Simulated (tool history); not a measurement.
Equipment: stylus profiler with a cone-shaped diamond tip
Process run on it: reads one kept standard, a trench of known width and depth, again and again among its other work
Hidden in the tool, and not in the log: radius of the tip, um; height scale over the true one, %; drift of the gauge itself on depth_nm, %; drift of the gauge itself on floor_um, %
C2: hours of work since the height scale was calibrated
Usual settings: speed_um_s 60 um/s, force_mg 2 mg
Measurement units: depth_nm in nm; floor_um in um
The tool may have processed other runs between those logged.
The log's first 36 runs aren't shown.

run 37 day=90.996 | speed_um_s=129 force_mg=2.2 | scans_with_this_tip=28022 C2=573 | depth_nm=202.91 floor_um=96.36
run 38 day=94.45 | speed_um_s=133 force_mg=2.74 | scans_with_this_tip=28668 C2=620 | depth_nm=203.28 floor_um=96.36
run 39 day=96.754 | speed_um_s=84 force_mg=1.82 | scans_with_this_tip=29099 C2=651 | depth_nm=202.75 floor_um=96.4
run 40 day=99.125 | speed_um_s=82 force_mg=4.11 | scans_with_this_tip=29543 C2=683 | depth_nm=204.34 floor_um=96.53
run 41 day=101.833 | speed_um_s=60 force_mg=4.72 | scans_with_this_tip=30049 C2=720 | depth_nm=204.86 floor_um=96.55
run 42 day=104.054 | speed_um_s=31 force_mg=1.28 | scans_with_this_tip=30465 C2=750 | depth_nm=202.24 floor_um=96.58
run 43 day=106.946 | speed_um_s=34 force_mg=1.56 | scans_with_this_tip=31005 C2=789 | depth_nm=202.61 floor_um=96.58
run 44 day=109.467 | speed_um_s=68 force_mg=3.83 | scans_with_this_tip=31477 C2=823 | depth_nm=204.25 floor_um=96.5
run 45 day=111.821 | speed_um_s=198 force_mg=5.43 | scans_with_this_tip=31917 C2=855 | depth_nm=205.16 floor_um=96.24
run 46 day=114.146 | speed_um_s=124 force_mg=0.89 | scans_with_this_tip=32352 C2=887 | depth_nm=201.86 floor_um=95.85

Predict each of these 3 candidate next runs independently; none follows another, all start after run 46:
run A day=117.65 | speed_um_s=66 force_mg=2.49 | scans_with_this_tip=33008 C2=934 | depth_nm=? floor_um=?
run B day=117.65 | speed_um_s=124 force_mg=1.43 | scans_with_this_tip=33008 C2=934 | depth_nm=? floor_um=?
run C day=117.65 | speed_um_s=77 force_mg=2 | scans_with_this_tip=33008 C2=934 | depth_nm=? floor_um=?

run=A depth_nm=203.59 floor_um=96.41
run=B depth_nm=202.64 floor_um=96.08
run=C depth_nm=203.1 floor_um=96.33
Without the tool's hidden state the same runs would have given:
run=A depth_nm=202.95 floor_um=97.78
run=B depth_nm=202.01 floor_um=97.45
run=C depth_nm=202.47 floor_um=97.7
